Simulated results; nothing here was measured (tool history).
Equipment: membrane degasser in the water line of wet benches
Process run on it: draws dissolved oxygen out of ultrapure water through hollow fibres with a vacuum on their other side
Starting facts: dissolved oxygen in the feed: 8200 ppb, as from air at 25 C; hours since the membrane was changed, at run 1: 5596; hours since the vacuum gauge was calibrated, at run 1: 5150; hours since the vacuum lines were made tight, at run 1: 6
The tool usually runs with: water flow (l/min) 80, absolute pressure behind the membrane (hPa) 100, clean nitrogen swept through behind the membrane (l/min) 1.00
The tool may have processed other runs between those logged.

run    hour  water flow (l/min)  absolute pressure behind the membrane (hPa)  clean nitrogen swept through behind the membrane (l/min)  hours since the membrane was changed  hours since the vacuum gauge was calibrated  hours since the vacuum lines were made tight  dissolved oxygen in the water behind the degasser (ppb)  pressure that the water loses in the fibres (hPa)
  1     0.0                  80                                          100                                                      1.00                                  5596                                         5150                                             6                                                    845.8                                              480.6
  2   142.8                  80                                          100                                                      1.00                                  5739                                         5293                                           149                                                    846.2                                              483.1
  3   265.9                  68                                          100                                                      1.00                                  5862                                         5416                                           272                                                    755.5                                              407.9
  4   404.0                  50                                          100                                                      1.00                                  6000                                         5554                                           410                                                    608.2                                              300.9
  5   499.5                  50                                          100                                                      2.13                                  6096                                         5650                                           506                                                    335.6                                              299.9
  6   682.4                  80                                           75                                                      1.00                                  6279                                         5833                                           689                                                    545.2                                              481.0
  7   818.2                  80                                           75                                                      1.00                                  6415                                         5969                                           824                                                    545.3                                              481.6
  8  1024.5                  82                                          100                                                      1.00                                  6621                                         6175                                          1031                                                    853.4                                              493.5
  9  1154.7                  82                                          100                                                      1.00                                  6751                                         6305                                          1161                                                    854.0                                              493.0
 10  1287.0                  82                                          100                                                      1.00                                  6883                                         6437                                          1293                                                    849.9                                              494.5
 11  1403.1                  80                                          100                                                      0.67                                  6999                                         6553                                          1409                                                   1061.5                                              483.0
 12  1546.8                  80                                          100                                                      0.67                                  7143                                         6697                                          1553                                                   1063.8                                              482.4
 13  1711.3                  80                                          100                                                      0.67                                  7308                                         6862                                          1718                                                   1056.6                                              480.7
 14  1888.9                  79                                          137                                                      1.55                                  7485                                         7039                                          1895                                                    910.8                                              475.7
 15  2056.9                  79                                          137                                                      1.55                                  7653                                         7207                                          2063                                                    912.8                                              475.1
 16  2167.2                  80                                           77                                                      1.78                                  7764                                         7318                                          2173                                                    377.5                                              480.4
 17  2304.5                  72                                          110                                                      1.91                                  7901                                         7455                                          2311                                                    551.7                                              434.0
     2390.6  -- vacuum gauge calibrated
 18  2466.2                  58                                          173                                                      1.11                                  8062                                           76                                          2472                                                   1207.9                                              348.2
 19  2614.0                  58                                          173                                                      0.76                                  8210                                          223                                          2620                                                   1541.3                                              349.8

How would selected steps in dissolved oxygen in the water behind the degasser (ppb) from run to run divide? Give the signed amount a tool lacking its hidden state would still show from settings, what came in and random variation, and the signed amount left for the hidden state, including any gauge scatter that is not in both of the compared results.
The tool's hidden condition here consists of: membrane still open, %; true pressure behind the membrane over the reading, kPa; air that leaks in behind the membrane, l/min; drift of the gauge itself on oxygen_ppb, %; drift of the gauge itself on loss_of_pressure_kpa, %.
Run 17 -> 18: water flow (l/min) 72 -> 58, absolute pressure behind the membrane (hPa) 110 -> 173, clean nitrogen swept through behind the membrane (l/min) 1.91 -> 1.11, vacuum gauge calibrated. dissolved oxygen in the water behind the degasser (ppb) +656.2: hidden state -14.7, all else +670.9.

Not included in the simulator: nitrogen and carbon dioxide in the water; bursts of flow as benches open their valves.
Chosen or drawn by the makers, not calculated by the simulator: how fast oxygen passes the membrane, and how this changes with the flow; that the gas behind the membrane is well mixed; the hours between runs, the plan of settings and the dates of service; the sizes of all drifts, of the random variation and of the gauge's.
